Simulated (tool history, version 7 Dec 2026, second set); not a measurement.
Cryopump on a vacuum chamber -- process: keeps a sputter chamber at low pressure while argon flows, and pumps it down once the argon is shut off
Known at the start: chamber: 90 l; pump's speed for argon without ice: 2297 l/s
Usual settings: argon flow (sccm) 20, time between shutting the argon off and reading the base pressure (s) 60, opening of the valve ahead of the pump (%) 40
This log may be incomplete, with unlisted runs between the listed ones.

run    hour  argon flow (sccm)  time between shutting the argon off and reading the base pressure (s)  opening of the valve ahead of the pump (%)  pressure while argon flows (Pa)  pressure after the wait (uPa)
  1       0                 20                                                                     60                                          40                            0.037                           1.24
  2    46.5                 20                                                                     60                                          40                           0.0374                           1.31
  3    86.1                 20                                                                     60                                          40                            0.037                           1.36
  4   137.2                 20                                                                     60                                          40                           0.0377                           1.36
  5   183.3                 20                                                                     60                                          40                            0.039                           1.37
  6   217.7                 20                                                                     60                                          40                           0.0377                           1.44
  7   247.9                 20                                                                     60                                          40                           0.0378                           1.46
  8   282.6                 20                                                                     60                                          40                           0.0383                           1.43
  9   337.4                 20                                                                     60                                          40                           0.0384                           1.45
 10     399                 20                                                                     60                                          40                           0.0375                            1.5
 11   431.4                 20                                                                     60                                          40                           0.0375                           1.53
 12   484.4                 20                                                                     60                                          40                           0.0384                           1.59
 13   527.2                 20                                                                     60                                          40                           0.0384                           1.63
 14   567.6                 20                                                                     60                                          40                           0.0383                           1.67
 15     622                 20                                                                     51                                          40                           0.0389                           1.87
 16   660.7                 20                                                                     51                                          40                           0.0387                           1.86
 17     722                 20                                                                     60                                          40                           0.0391                           1.77
 18   756.5                 20                                                                     60                                          40                           0.0391                           1.79
 19   812.6                 30                                                                     31                                          40                           0.0601                           2.72
 20   855.9                 30                                                                     31                                          40                           0.0598                           2.77
 21   900.9                 16                                                                     60                                          40                           0.0316                           1.96
      924.9  -- leaking fittings of the chamber tightened, without venting
 22   964.9                 21                                                                     60                                          50                            0.035                           1.15
 23   992.1                 29                                                                     82                                          18                           0.1253                            0.9
 24  1025.4                 29                                                                     82                                          18                           0.1235                              1
 25  1054.4                 29                                                                     82                                          18                           0.1255                           0.97
 26  1096.9                 20                                                                     88                                          40                           0.0412                           0.94
     1145.9  -- pump warmed up, emptied and cooled again
 27  1161.7                 15                                                                     88                                          16                           0.0686                           0.94
 28  1224.1                 15                                                                     33                                          51                           0.0216                           2.02
 29    1260                 11                                                                     47                                          19                           0.0426                           1.53
 30    1307                 21                                                                     27                                          15                           0.1042                           2.46
 31  1372.3                 21                                                                     27                                          15                           0.1036                           2.56
 32  1434.2                 21                                                                     81                                          17                           0.0928                           1.14
 33  1475.1                 21                                                                     81                                          41                           0.0383                           1.22

What if the next run were any one of these 4? Each begins from the tool's condition after run 33:
  A  1516                 40                                                                     81                                          31                                ?                              ?
  B  1516                 21                                                                    105                                          15                                ?                              ?
  C  1516                 21                                                                     81                                          43                                ?                              ?
  D  1516                 21                                                                    237                                          41                                ?                              ?

run  pressure while argon flows (Pa)  pressure after the wait (uPa)
  A                           0.0987                            1.2
  B                           0.1045                           1.08
  C                           0.0379                           1.17
  D                           0.0399                           0.72
The same runs, with their run-to-run variation unchanged, on a tool lacking any hidden condition would have given:
run  pressure while argon flows (Pa)  pressure after the wait (uPa)
  A                           0.0957                           0.81
  B                            0.103                           0.69
  C                           0.0364                           0.79
  D                           0.0384                           0.33
